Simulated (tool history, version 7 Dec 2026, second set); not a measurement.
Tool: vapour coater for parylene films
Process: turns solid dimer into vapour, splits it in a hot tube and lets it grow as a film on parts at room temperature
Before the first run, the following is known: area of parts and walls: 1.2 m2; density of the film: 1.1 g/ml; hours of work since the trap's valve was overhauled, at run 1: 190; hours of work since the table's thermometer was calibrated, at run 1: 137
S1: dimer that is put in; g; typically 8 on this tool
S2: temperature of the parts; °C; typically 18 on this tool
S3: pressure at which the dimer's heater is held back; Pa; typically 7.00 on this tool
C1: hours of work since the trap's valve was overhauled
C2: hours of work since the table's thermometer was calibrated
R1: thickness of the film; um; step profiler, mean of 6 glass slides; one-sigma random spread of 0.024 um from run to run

run   hour  S1  S2     S3   C1   C2    R1
  1    0.0   8  18   7.00  190  137  2.40
  2   21.7   8  18   7.00  200  147  2.38
      38.3  -- trap's valve overhauled
  3   64.3   8  30   7.00   12  164  1.44
  4   92.5   8  18   3.17   25  177  3.00
  5  130.3   8  18   3.17   42  194  3.00
  6  181.2   8  18   3.17   65  217  2.93
  7  221.2   8  18   3.17   83  235  2.91
  8  262.0   7  18   3.44  101  254  2.50
  9  306.1   7  13  11.32  121  274  2.43
 10  331.1   7  13  11.32  132  285  2.42

Branching from run 10: 5 alternative next runs. What would each branch give?
  A  364.3   4  27   7.00  147  300   ?
  B  364.3   8  20   7.00  147  300   ?
  C  364.3   7  13   6.03  147  300   ?
  D  364.3  12  21  10.14  147  300   ?
  E  364.3   8  16   4.63  147  300   ?

run    R1
  A  0.77
  B  2.21
  C  2.79
  D  2.87
  E  2.94
With the hidden condition removed and each run's random variation left untouched, the same runs would have given:
run    R1
  A  0.82
  B  2.34
  C  2.95
  D  3.04
  E  3.11
